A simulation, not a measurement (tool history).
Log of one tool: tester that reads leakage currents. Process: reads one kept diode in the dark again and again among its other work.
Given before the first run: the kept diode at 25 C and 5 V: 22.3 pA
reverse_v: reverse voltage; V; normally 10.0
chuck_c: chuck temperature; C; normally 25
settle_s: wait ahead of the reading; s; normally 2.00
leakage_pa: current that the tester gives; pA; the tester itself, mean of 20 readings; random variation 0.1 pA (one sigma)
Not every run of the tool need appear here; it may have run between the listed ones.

run,day,reverse_v,chuck_c,settle_s,leakage_pa
1,0.000,10.0,25,2.00,34.36
# day 3.633: probe card cleaned and baked
2,6.196,10.0,25,2.00,27.97
3,9.975,10.0,25,2.00,27.81
4,16.992,10.0,25,2.00,27.75
5,21.667,10.0,25,2.00,27.46
6,27.517,10.0,25,2.00,27.23
# day 27.933: chuck's temperature calibrated
7,34.738,10.0,25,2.00,25.76
8,39.304,10.0,25,2.00,25.66
# day 44.754: chuck's temperature calibrated, once more
9,46.688,10.0,25,1.05,32.04
10,49.729,10.0,25,1.05,31.86
11,53.442,16.9,32,2.00,68.04
12,60.158,2.1,32,2.00,32.83
13,67.346,1.9,56,2.00,235.90
14,70.508,6.2,57,7.63,372.31
15,77.638,1.1,25,2.00,13.43

Below are 5 alternative next runs, each starting from the tool's condition after run 15. Predict each:
A,83.108,13.5,39,1.04,?
B,83.108,10.0,60,1.35,?
C,83.108,12.2,22,7.29,?
D,83.108,1.1,20,3.02,?
E,83.108,1.5,54,1.45,?

run,leakage_pa
A,111.12
B,537.07
C,23.96
D,8.28
E,182.90
What these runs would have given with no unlogged condition in the tool:
run,leakage_pa
A,113.50
B,555.30
C,23.01
D,8.51
E,189.79
